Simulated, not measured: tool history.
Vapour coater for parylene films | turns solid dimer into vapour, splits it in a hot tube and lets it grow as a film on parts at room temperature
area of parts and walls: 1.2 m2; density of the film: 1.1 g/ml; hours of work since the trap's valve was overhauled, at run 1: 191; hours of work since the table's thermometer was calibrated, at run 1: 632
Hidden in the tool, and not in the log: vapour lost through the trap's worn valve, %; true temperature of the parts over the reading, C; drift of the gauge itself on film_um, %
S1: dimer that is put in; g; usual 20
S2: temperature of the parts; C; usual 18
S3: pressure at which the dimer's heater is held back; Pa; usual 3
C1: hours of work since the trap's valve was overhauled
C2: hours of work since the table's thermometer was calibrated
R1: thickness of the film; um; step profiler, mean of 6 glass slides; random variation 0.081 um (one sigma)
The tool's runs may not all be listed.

run   hour  S1  S2    S3   C1   C2     R1
  1      0  20  18     3  191  632   8.65
  2   23.4  20  18     3  204  645   8.65
  3   50.5  20  18     3  220  660   8.54
  4   65.6  20  18  3.29  228  669   8.21
  5   96.7  20  18  6.82  246  686   6.96
     131.1  -- trap's valve overhauled
  6  132.3  20  18     3    1  704   9.65
  7  154.3  20  18     3   13  717   9.74
  8  173.2  20  18     3   24  727   9.55
  9  188.8  20  18     3   33  736   9.62
 10    210  20  18     3   44  748   9.43
 11  231.3  20  18     3   56  760   9.36
 12  263.9  12  16     3   75  778   5.82
 13    283  24  19  6.74   86  789      9
     286.6  -- table's thermometer calibrated
 14  309.2  24  19  6.74  100   13   8.88
 15  334.8  34  27  2.45  114   27  13.51
 16  355.1  14  24  2.92  126   39   5.74
 17  370.1  23  17  2.74  134   47  10.81
 18  400.4  20  18  2.02  151   64   9.77
     410.5  -- table's thermometer calibrated, once more
 19  421.2  25  13  2.02  162    6  13.46

5 ways to go on from here, each from the tool as it stands after run 19. What would each give?
  A  438.7  25  13  3.07  172  16   ?
  B  438.7  20  12  2.42  172  16   ?
  C  438.7  14  11  6.34  172  16   ?
  D  438.7  21  25  5.45  172  16   ?
  E  438.7  25  29  2.02  172  16   ?

run     R1
  A  12.01
  B  10.34
  C   5.86
  D   7.11
  E   9.97
Without the tool's hidden state the same runs would have given:
run     R1
  A  13.34
  B  11.48
  C   6.51
  D    7.9
  E  11.07

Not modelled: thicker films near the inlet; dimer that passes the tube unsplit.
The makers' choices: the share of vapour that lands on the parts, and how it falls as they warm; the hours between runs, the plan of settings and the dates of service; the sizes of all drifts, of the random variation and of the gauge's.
